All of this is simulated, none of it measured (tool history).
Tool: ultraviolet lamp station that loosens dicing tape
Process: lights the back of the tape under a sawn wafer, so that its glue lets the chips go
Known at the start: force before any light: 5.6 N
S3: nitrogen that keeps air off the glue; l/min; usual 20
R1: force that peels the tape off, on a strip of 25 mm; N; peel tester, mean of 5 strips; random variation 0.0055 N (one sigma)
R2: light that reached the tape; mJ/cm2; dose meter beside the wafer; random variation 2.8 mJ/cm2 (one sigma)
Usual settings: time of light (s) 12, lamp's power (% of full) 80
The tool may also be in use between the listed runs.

{"run": 1, "hour": 0.0, "time of light (s)": 12, "lamp's power (% of full)": 80, "S3": 20, "R1": 0.15, "R2": 341}
{"run": 2, "hour": 36.1, "time of light (s)": 12, "lamp's power (% of full)": 80, "S3": 20, "R1": 0.144, "R2": 336}
{"run": 3, "hour": 112.0, "time of light (s)": 12, "lamp's power (% of full)": 80, "S3": 20, "R1": 0.166, "R2": 326}
{"run": 4, "hour": 171.7, "time of light (s)": 12, "lamp's power (% of full)": 82, "S3": 20, "R1": 0.162, "R2": 327}
{"run": 5, "hour": 206.6, "time of light (s)": 12, "lamp's power (% of full)": 82, "S3": 20, "R1": 0.167, "R2": 322}
{"run": 6, "hour": 270.2, "time of light (s)": 15, "lamp's power (% of full)": 80, "S3": 20, "R1": 0.113, "R2": 388}
{"run": 7, "hour": 336.1, "time of light (s)": 12, "lamp's power (% of full)": 80, "S3": 20, "R1": 0.192, "R2": 301}
{"run": 8, "hour": 373.1, "time of light (s)": 12, "lamp's power (% of full)": 80, "S3": 20, "R1": 0.213, "R2": 294}
{"run": 9, "hour": 443.0, "time of light (s)": 12, "lamp's power (% of full)": 80, "S3": 20, "R1": 0.218, "R2": 286}
{"run": 10, "hour": 492.2, "time of light (s)": 12, "lamp's power (% of full)": 80, "S3": 20, "R1": 0.229, "R2": 281}
{"run": 11, "hour": 554.0, "time of light (s)": 12, "lamp's power (% of full)": 80, "S3": 20, "R1": 0.248, "R2": 276}
{"run": 12, "hour": 614.4, "time of light (s)": 12, "lamp's power (% of full)": 80, "S3": 9, "R1": 0.553, "R2": 264}
{"hour": 632.9, "done": "window cleaned of glue's vapour"}
{"run": 13, "hour": 674.9, "time of light (s)": 8, "lamp's power (% of full)": 80, "S3": 20, "R1": 0.505, "R2": 200}
{"run": 14, "hour": 724.8, "time of light (s)": 8, "lamp's power (% of full)": 80, "S3": 20, "R1": 0.524, "R2": 193}
{"run": 15, "hour": 792.9, "time of light (s)": 8, "lamp's power (% of full)": 80, "S3": 20, "R1": 0.555, "R2": 190}
{"hour": 829.2, "done": "lamp changed"}
{"run": 16, "hour": 829.2, "time of light (s)": 8, "lamp's power (% of full)": 78, "S3": 20, "R1": 0.346, "R2": 236}
{"run": 17, "hour": 875.3, "time of light (s)": 9, "lamp's power (% of full)": 78, "S3": 20, "R1": 0.265, "R2": 262}
{"run": 18, "hour": 942.5, "time of light (s)": 9, "lamp's power (% of full)": 78, "S3": 20, "R1": 0.287, "R2": 256}
{"run": 19, "hour": 1017.6, "time of light (s)": 9, "lamp's power (% of full)": 78, "S3": 20, "R1": 0.295, "R2": 250}
{"run": 20, "hour": 1058.2, "time of light (s)": 12, "lamp's power (% of full)": 80, "S3": 11, "R1": 0.256, "R2": 338}
{"run": 21, "hour": 1099.0, "time of light (s)": 12, "lamp's power (% of full)": 80, "S3": 11, "R1": 0.271, "R2": 333}
{"run": 22, "hour": 1154.2, "time of light (s)": 12, "lamp's power (% of full)": 80, "S3": 11, "R1": 0.291, "R2": 323}
{"run": 23, "hour": 1189.3, "time of light (s)": 11, "lamp's power (% of full)": 80, "S3": 29, "R1": 0.158, "R2": 297}
{"run": 24, "hour": 1234.9, "time of light (s)": 11, "lamp's power (% of full)": 74, "S3": 29, "R1": 0.189, "R2": 270}
{"run": 25, "hour": 1288.8, "time of light (s)": 20, "lamp's power (% of full)": 80, "S3": 23, "R1": 0.083, "R2": 514}
{"hour": 1315.8, "done": "window cleaned of glue's vapour"}
{"run": 26, "hour": 1322.8, "time of light (s)": 20, "lamp's power (% of full)": 90, "S3": 12, "R1": 0.075, "R2": 652}
{"run": 27, "hour": 1370.6, "time of light (s)": 11, "lamp's power (% of full)": 90, "S3": 27, "R1": 0.125, "R2": 354}
{"run": 28, "hour": 1434.9, "time of light (s)": 11, "lamp's power (% of full)": 84, "S3": 32, "R1": 0.111, "R2": 324}
{"run": 29, "hour": 1493.2, "time of light (s)": 9, "lamp's power (% of full)": 68, "S3": 20, "R1": 0.46, "R2": 206}
{"run": 30, "hour": 1554.2, "time of light (s)": 9, "lamp's power (% of full)": 68, "S3": 12, "R1": 0.739, "R2": 207}
{"run": 31, "hour": 1612.0, "time of light (s)": 9, "lamp's power (% of full)": 68, "S3": 12, "R1": 0.778, "R2": 198}
{"run": 32, "hour": 1677.5, "time of light (s)": 23, "lamp's power (% of full)": 63, "S3": 14, "R1": 0.111, "R2": 457}
{"run": 33, "hour": 1742.5, "time of light (s)": 23, "lamp's power (% of full)": 63, "S3": 14, "R1": 0.12, "R2": 448}
{"run": 34, "hour": 1806.5, "time of light (s)": 23, "lamp's power (% of full)": 80, "S3": 9, "R1": 0.113, "R2": 555}
{"run": 35, "hour": 1844.7, "time of light (s)": 23, "lamp's power (% of full)": 80, "S3": 9, "R1": 0.116, "R2": 540}
{"run": 36, "hour": 1889.3, "time of light (s)": 16, "lamp's power (% of full)": 66, "S3": 10, "R1": 0.346, "R2": 307}
{"run": 37, "hour": 1960.0, "time of light (s)": 6, "lamp's power (% of full)": 76, "S3": 30, "R1": 0.901, "R2": 128}
{"hour": 1997.5, "done": "window cleaned of glue's vapour"}
{"run": 38, "hour": 2019.8, "time of light (s)": 12, "lamp's power (% of full)": 80, "S3": 10, "R1": 0.364, "R2": 305}
{"run": 39, "hour": 2072.3, "time of light (s)": 23, "lamp's power (% of full)": 80, "S3": 32, "R1": 0.07, "R2": 567}

Some steps in R1 between neighbouring runs. How much of each would the tool show without its hidden state too (settings, what came in, random variation), and how much is left for the hidden state, with any gauge scatter that isn't in both results?
The hidden state here: lamp's light, % of a new lamp's; light that the window lets through, % of a clean one's; drift of the gauge itself on peel_n, %; drift of the gauge itself on dose_mj_cm2, %.
Run 31 -> 32: time of light (s) 9 -> 23, lamp's power (% of full) 68 -> 63, S3 12 -> 14. R1 -0.667 N: hidden state -0.25, all else -0.417.
Run 36 -> 37: time of light (s) 16 -> 6, lamp's power (% of full) 66 -> 76, S3 10 -> 30. R1 +0.555 N: hidden state +0.27, all else +0.285.
Run 37 -> 38: time of light (s) 6 -> 12, lamp's power (% of full) 76 -> 80, S3 30 -> 10, window cleaned of glue's vapour. R1 -0.537 N: hidden state -0.295, all else -0.242.
